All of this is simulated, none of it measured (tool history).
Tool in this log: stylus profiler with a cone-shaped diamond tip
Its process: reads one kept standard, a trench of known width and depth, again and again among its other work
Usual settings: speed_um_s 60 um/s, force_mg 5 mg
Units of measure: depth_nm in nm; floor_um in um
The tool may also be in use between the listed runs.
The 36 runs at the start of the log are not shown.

| run | hour | speed_um_s | force_mg | scans with this tip | hours of work since the height scale was calibrated | depth_nm | floor_um |
|---|---|---|---|---|---|---|---|
| 37 | 536.1 | 74 | 8.44 | 2906 | 682 | 102.37 | 27.55 |
| 38 | 557.4 | 111 | 6.11 | 2964 | 695 | 101.89 | 27.39 |
| 39 | 577.7 | 31 | 2.35 | 3018 | 708 | 101.16 | 27.61 |
| 40 | 594.9 | 31 | 2.55 | 3064 | 719 | 101.2 | 27.62 |
| 41 | 615.1 | 37 | 1.97 | 3119 | 732 | 100.95 | 27.55 |
| 42 | 634 | 37 | 1.97 | 3170 | 744 | 101 | 27.53 |
| 43 | 654.7 | 37 | 1.97 | 3226 | 757 | 101.01 | 27.54 |
| 44 | 675.7 | 37 | 1.97 | 3282 | 770 | 100.99 | 27.52 |

What if the next run were any one of these 4? Each begins from the tool's condition after run 44:
| A | 698.6 | 89 | 6.28 | 3344 | 785 | ? | ? |
| B | 698.6 | 20 | 5 | 3344 | 785 | ? | ? |
| C | 698.6 | 121 | 6.71 | 3344 | 785 | ? | ? |
| D | 698.6 | 22 | 2.93 | 3344 | 785 | ? | ? |

| run | depth_nm | floor_um |
|---|---|---|
| A | 101.97 | 27.41 |
| B | 101.74 | 27.68 |
| C | 102.17 | 27.3 |
| D | 101.21 | 27.71 |
Stripped of hidden state, with their random variation kept, the same runs would have yielded:
| run | depth_nm | floor_um |
|---|---|---|
| A | 101.79 | 27.65 |
| B | 101.57 | 27.91 |
| C | 102 | 27.54 |
| D | 101.04 | 27.95 |

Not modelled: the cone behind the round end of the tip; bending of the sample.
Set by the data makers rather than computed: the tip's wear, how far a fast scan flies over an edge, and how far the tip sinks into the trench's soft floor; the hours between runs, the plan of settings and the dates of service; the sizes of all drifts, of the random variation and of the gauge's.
